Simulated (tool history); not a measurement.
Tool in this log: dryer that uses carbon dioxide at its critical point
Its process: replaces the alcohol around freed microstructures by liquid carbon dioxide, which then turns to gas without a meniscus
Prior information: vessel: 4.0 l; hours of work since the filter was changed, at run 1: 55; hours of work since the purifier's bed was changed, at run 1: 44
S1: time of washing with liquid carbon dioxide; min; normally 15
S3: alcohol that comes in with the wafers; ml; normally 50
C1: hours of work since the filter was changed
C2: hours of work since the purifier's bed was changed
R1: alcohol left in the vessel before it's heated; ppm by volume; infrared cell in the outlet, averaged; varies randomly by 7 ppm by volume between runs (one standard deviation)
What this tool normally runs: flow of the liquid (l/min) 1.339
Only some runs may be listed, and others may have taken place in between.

{"run": 1, "hour": 0.0, "S1": 15, "flow of the liquid (l/min)": 1.339, "S3": 50, "C1": 55, "C2": 44, "R1": 347}
{"run": 2, "hour": 8.8, "S1": 15, "flow of the liquid (l/min)": 1.339, "S3": 50, "C1": 59, "C2": 48, "R1": 349}
{"run": 3, "hour": 15.7, "S1": 15, "flow of the liquid (l/min)": 1.339, "S3": 77, "C1": 62, "C2": 51, "R1": 533}
{"run": 4, "hour": 25.1, "S1": 15, "flow of the liquid (l/min)": 1.339, "S3": 77, "C1": 66, "C2": 55, "R1": 539}
{"run": 5, "hour": 30.8, "S1": 15, "flow of the liquid (l/min)": 1.339, "S3": 77, "C1": 68, "C2": 57, "R1": 531}
{"run": 6, "hour": 39.4, "S1": 15, "flow of the liquid (l/min)": 1.339, "S3": 77, "C1": 72, "C2": 61, "R1": 517}
{"run": 7, "hour": 47.5, "S1": 15, "flow of the liquid (l/min)": 1.339, "S3": 77, "C1": 76, "C2": 64, "R1": 533}
{"run": 8, "hour": 53.7, "S1": 15, "flow of the liquid (l/min)": 1.339, "S3": 51, "C1": 78, "C2": 67, "R1": 357}
{"run": 9, "hour": 62.9, "S1": 15, "flow of the liquid (l/min)": 1.339, "S3": 51, "C1": 82, "C2": 71, "R1": 343}
{"run": 10, "hour": 68.2, "S1": 15, "flow of the liquid (l/min)": 2.27, "S3": 50, "C1": 84, "C2": 73, "R1": 36}
{"run": 11, "hour": 77.2, "S1": 15, "flow of the liquid (l/min)": 2.27, "S3": 50, "C1": 88, "C2": 77, "R1": 29}
{"run": 12, "hour": 84.3, "S1": 15, "flow of the liquid (l/min)": 2.27, "S3": 50, "C1": 91, "C2": 80, "R1": 42}
{"run": 13, "hour": 91.3, "S1": 15, "flow of the liquid (l/min)": 1.339, "S3": 50, "C1": 94, "C2": 83, "R1": 353}
{"run": 14, "hour": 101.2, "S1": 15, "flow of the liquid (l/min)": 1.339, "S3": 50, "C1": 98, "C2": 87, "R1": 353}
{"run": 15, "hour": 105.3, "S1": 15, "flow of the liquid (l/min)": 1.339, "S3": 50, "C1": 100, "C2": 89, "R1": 352}
{"run": 16, "hour": 113.1, "S1": 15, "flow of the liquid (l/min)": 1.339, "S3": 51, "C1": 103, "C2": 92, "R1": 350}
{"run": 17, "hour": 121.9, "S1": 15, "flow of the liquid (l/min)": 1.339, "S3": 50, "C1": 107, "C2": 96, "R1": 361}
{"run": 18, "hour": 131.6, "S1": 15, "flow of the liquid (l/min)": 1.339, "S3": 50, "C1": 111, "C2": 100, "R1": 348}
{"run": 19, "hour": 136.4, "S1": 15, "flow of the liquid (l/min)": 1.17, "S3": 50, "C1": 113, "C2": 102, "R1": 555}
{"run": 20, "hour": 142.8, "S1": 15, "flow of the liquid (l/min)": 1.17, "S3": 50, "C1": 116, "C2": 105, "R1": 567}
{"run": 21, "hour": 151.4, "S1": 13, "flow of the liquid (l/min)": 1.339, "S3": 50, "C1": 119, "C2": 108, "R1": 582}
{"run": 22, "hour": 160.9, "S1": 13, "flow of the liquid (l/min)": 1.339, "S3": 50, "C1": 123, "C2": 112, "R1": 583}
{"run": 23, "hour": 164.9, "S1": 13, "flow of the liquid (l/min)": 1.339, "S3": 50, "C1": 125, "C2": 114, "R1": 562}
{"run": 24, "hour": 170.5, "S1": 13, "flow of the liquid (l/min)": 1.339, "S3": 50, "C1": 127, "C2": 116, "R1": 575}
{"run": 25, "hour": 176.4, "S1": 13, "flow of the liquid (l/min)": 1.87, "S3": 34, "C1": 130, "C2": 119, "R1": 126}
{"run": 26, "hour": 180.8, "S1": 15, "flow of the liquid (l/min)": 2.05, "S3": 114, "C1": 132, "C2": 121, "R1": 120}
{"run": 27, "hour": 188.7, "S1": 18, "flow of the liquid (l/min)": 1.71, "S3": 51, "C1": 135, "C2": 124, "R1": 73}
{"run": 28, "hour": 197.2, "S1": 18, "flow of the liquid (l/min)": 1.71, "S3": 51, "C1": 139, "C2": 127, "R1": 74}
{"run": 29, "hour": 204.2, "S1": 10, "flow of the liquid (l/min)": 1.94, "S3": 41, "C1": 142, "C2": 130, "R1": 336}

Run 30 comes next. What will it give?
{"run": 30, "hour": 208.6, "S1": 15, "flow of the liquid (l/min)": 1.339, "S3": 21, "C1": 143, "C2": 132, "R1": "?"}

Run 30 gave R1 155 ppm by volume.
Minus the tool's unlogged condition, the same run would have read R1 137 ppm by volume.
